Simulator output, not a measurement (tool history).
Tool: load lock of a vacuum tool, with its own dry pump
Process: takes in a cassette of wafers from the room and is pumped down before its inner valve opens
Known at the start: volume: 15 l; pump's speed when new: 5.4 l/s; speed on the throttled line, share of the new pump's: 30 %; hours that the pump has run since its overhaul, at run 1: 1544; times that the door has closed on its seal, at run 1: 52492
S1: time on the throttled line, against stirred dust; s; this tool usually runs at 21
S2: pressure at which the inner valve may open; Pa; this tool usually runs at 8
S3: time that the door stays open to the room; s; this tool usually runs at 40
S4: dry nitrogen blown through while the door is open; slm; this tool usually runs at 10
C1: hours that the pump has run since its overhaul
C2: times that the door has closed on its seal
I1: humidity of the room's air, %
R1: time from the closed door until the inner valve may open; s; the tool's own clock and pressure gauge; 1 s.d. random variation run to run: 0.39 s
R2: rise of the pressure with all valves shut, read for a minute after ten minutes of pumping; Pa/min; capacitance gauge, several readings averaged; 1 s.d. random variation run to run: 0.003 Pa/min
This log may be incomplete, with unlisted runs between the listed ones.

{"run": 1, "hour": 0.0, "S1": 21, "S2": 8, "S3": 40, "S4": 10, "C1": 1544, "C2": 52492, "I1": 48.6, "R1": 41.7, "R2": 0.423}
{"run": 2, "hour": 297.7, "S1": 21, "S2": 8, "S3": 40, "S4": 10, "C1": 1842, "C2": 53622, "I1": 45.3, "R1": 42.3, "R2": 0.442}
{"run": 3, "hour": 674.5, "S1": 21, "S2": 8, "S3": 40, "S4": 10, "C1": 2219, "C2": 55052, "I1": 43.8, "R1": 41.8, "R2": 0.46}
{"run": 4, "hour": 855.1, "S1": 21, "S2": 8, "S3": 222, "S4": 10, "C1": 2400, "C2": 55737, "I1": 45.9, "R1": 41.7, "R2": 0.559}
{"run": 5, "hour": 1139.7, "S1": 21, "S2": 8, "S3": 222, "S4": 10, "C1": 2684, "C2": 56817, "I1": 42.3, "R1": 42.7, "R2": 0.556}
{"run": 6, "hour": 1410.8, "S1": 21, "S2": 8, "S3": 40, "S4": 10, "C1": 2955, "C2": 57846, "I1": 41.6, "R1": 42.4, "R2": 0.487}
{"run": 7, "hour": 1796.4, "S1": 21, "S2": 8, "S3": 40, "S4": 10, "C1": 3341, "C2": 59309, "I1": 46.5, "R1": 42.3, "R2": 0.516}
{"run": 8, "hour": 2062.1, "S1": 21, "S2": 8, "S3": 40, "S4": 10, "C1": 3607, "C2": 60317, "I1": 44.3, "R1": 43.5, "R2": 0.519}
{"run": 9, "hour": 2428.3, "S1": 21, "S2": 8, "S3": 40, "S4": 10, "C1": 3973, "C2": 61707, "I1": 48.6, "R1": 42.2, "R2": 0.541}
{"run": 10, "hour": 2758.8, "S1": 21, "S2": 8, "S3": 40, "S4": 10, "C1": 4303, "C2": 62961, "I1": 45.4, "R1": 42.2, "R2": 0.562}
{"run": 11, "hour": 3055.4, "S1": 21, "S2": 8, "S3": 40, "S4": 10, "C1": 4600, "C2": 64087, "I1": 48.9, "R1": 43.3, "R2": 0.579}
{"run": 12, "hour": 3285.4, "S1": 21, "S2": 8, "S3": 40, "S4": 10, "C1": 4830, "C2": 64959, "I1": 45.8, "R1": 42.9, "R2": 0.593}
{"run": 13, "hour": 3532.6, "S1": 35, "S2": 8, "S3": 40, "S4": 10, "C1": 5077, "C2": 65898, "I1": 43.2, "R1": 53.5, "R2": 0.601}
{"run": 14, "hour": 3723.4, "S1": 35, "S2": 8, "S3": 207, "S4": 10, "C1": 5268, "C2": 66621, "I1": 42.4, "R1": 51.6, "R2": 0.666}
{"run": 15, "hour": 4014.0, "S1": 35, "S2": 8, "S3": 207, "S4": 10, "C1": 5558, "C2": 67724, "I1": 44.5, "R1": 52.5, "R2": 0.69}
{"run": 16, "hour": 4442.2, "S1": 35, "S2": 8, "S3": 207, "S4": 42, "C1": 5987, "C2": 69349, "I1": 41.8, "R1": 52.9, "R2": 0.664}
{"run": 17, "hour": 4749.6, "S1": 35, "S2": 8, "S3": 207, "S4": 42, "C1": 6294, "C2": 70515, "I1": 43.7, "R1": 52.9, "R2": 0.672}
{"run": 18, "hour": 4954.2, "S1": 19, "S2": 8, "S3": 40, "S4": 10, "C1": 6499, "C2": 71292, "I1": 43.0, "R1": 41.5, "R2": 0.66}
{"run": 19, "hour": 5238.2, "S1": 21, "S2": 8, "S3": 40, "S4": 10, "C1": 6783, "C2": 72370, "I1": 44.4, "R1": 44.0, "R2": 0.7}
{"run": 20, "hour": 5659.3, "S1": 21, "S2": 8, "S3": 40, "S4": 10, "C1": 7204, "C2": 73967, "I1": 47.6, "R1": 42.8, "R2": 0.7}
{"run": 21, "hour": 5968.7, "S1": 21, "S2": 8, "S3": 40, "S4": 10, "C1": 7513, "C2": 75142, "I1": 47.8, "R1": 43.7, "R2": 0.721}
{"run": 22, "hour": 6272.7, "S1": 21, "S2": 8, "S3": 40, "S4": 13, "C1": 7817, "C2": 76295, "I1": 47.1, "R1": 44.3, "R2": 0.742}
{"hour": 6331.4, "done": "door's seal changed, seat wiped"}
{"run": 23, "hour": 6625.8, "S1": 21, "S2": 8, "S3": 40, "S4": 13, "C1": 8169, "C2": 1118, "I1": 44.4, "R1": 43.8, "R2": 0.04}
{"run": 24, "hour": 6866.1, "S1": 21, "S2": 8, "S3": 55, "S4": 13, "C1": 8409, "C2": 2029, "I1": 44.6, "R1": 43.8, "R2": 0.056}
{"run": 25, "hour": 7284.3, "S1": 21, "S2": 6, "S3": 40, "S4": 4, "C1": 8827, "C2": 3617, "I1": 45.0, "R1": 45.0, "R2": 0.063}
{"run": 26, "hour": 7558.7, "S1": 21, "S2": 6, "S3": 40, "S4": 4, "C1": 9102, "C2": 4657, "I1": 44.3, "R1": 44.7, "R2": 0.065}
{"run": 27, "hour": 7843.3, "S1": 13, "S2": 12, "S3": 40, "S4": 27, "C1": 9386, "C2": 5737, "I1": 45.1, "R1": 37.4, "R2": 0.048}
{"run": 28, "hour": 8144.6, "S1": 41, "S2": 8, "S3": 40, "S4": 22, "C1": 9688, "C2": 6881, "I1": 48.3, "R1": 57.7, "R2": 0.059}
{"run": 29, "hour": 8400.9, "S1": 21, "S2": 16, "S3": 40, "S4": 12, "C1": 9944, "C2": 7854, "I1": 45.2, "R1": 41.5, "R2": 0.071}
{"run": 30, "hour": 8684.5, "S1": 18, "S2": 8, "S3": 126, "S4": 12, "C1": 10227, "C2": 8930, "I1": 44.1, "R1": 42.4, "R2": 0.119}
{"run": 31, "hour": 9110.0, "S1": 16, "S2": 8, "S3": 56, "S4": 5, "C1": 10653, "C2": 10544, "I1": 44.5, "R1": 41.5, "R2": 0.098}
{"run": 32, "hour": 9507.8, "S1": 16, "S2": 8, "S3": 56, "S4": 5, "C1": 11051, "C2": 12054, "I1": 45.9, "R1": 40.9, "R2": 0.106}
{"run": 33, "hour": 9766.3, "S1": 29, "S2": 10, "S3": 199, "S4": 7, "C1": 11309, "C2": 13035, "I1": 47.1, "R1": 49.4, "R2": 0.186}
{"run": 34, "hour": 10000.4, "S1": 12, "S2": 9, "S3": 81, "S4": 11, "C1": 11543, "C2": 13923, "I1": 46.7, "R1": 38.0, "R2": 0.128}
{"run": 35, "hour": 10379.5, "S1": 38, "S2": 12, "S3": 81, "S4": 11, "C1": 11922, "C2": 15362, "I1": 46.4, "R1": 53.9, "R2": 0.134}
{"run": 36, "hour": 10741.9, "S1": 18, "S2": 6, "S3": 95, "S4": 4, "C1": 12285, "C2": 16737, "I1": 43.6, "R1": 43.6, "R2": 0.167}
{"run": 37, "hour": 11080.5, "S1": 18, "S2": 6, "S3": 95, "S4": 4, "C1": 12623, "C2": 18022, "I1": 48.2, "R1": 43.6, "R2": 0.18}
{"run": 38, "hour": 11373.6, "S1": 18, "S2": 6, "S3": 95, "S4": 4, "C1": 12916, "C2": 19134, "I1": 44.4, "R1": 44.2, "R2": 0.172}

Alternative continuations, all from the tool just after run 38; predict every row:
{"run": "A", "hour": 11753.7, "S1": 18, "S2": 16, "S3": 95, "S4": 4, "C1": 13297, "C2": 20577, "I1": 45.0, "R1": "?", "R2": "?"}
{"run": "B", "hour": 11753.7, "S1": 14, "S2": 8, "S3": 45, "S4": 5, "C1": 13297, "C2": 20577, "I1": 45.6, "R1": "?", "R2": "?"}
{"run": "C", "hour": 11753.7, "S1": 16, "S2": 8, "S3": 95, "S4": 17, "C1": 13297, "C2": 20577, "I1": 44.5, "R1": "?", "R2": "?"}

run=A R1=40.3 R2=0.183
run=B R1=39.9 R2=0.148
run=C R1=41.5 R2=0.154
The same runs, with their run-to-run variation unchanged, on a tool lacking any hidden condition would have given:
run=A R1=36.7 R2=0.093
run=B R1=35.7 R2=0.058
run=C R1=37.5 R2=0.062

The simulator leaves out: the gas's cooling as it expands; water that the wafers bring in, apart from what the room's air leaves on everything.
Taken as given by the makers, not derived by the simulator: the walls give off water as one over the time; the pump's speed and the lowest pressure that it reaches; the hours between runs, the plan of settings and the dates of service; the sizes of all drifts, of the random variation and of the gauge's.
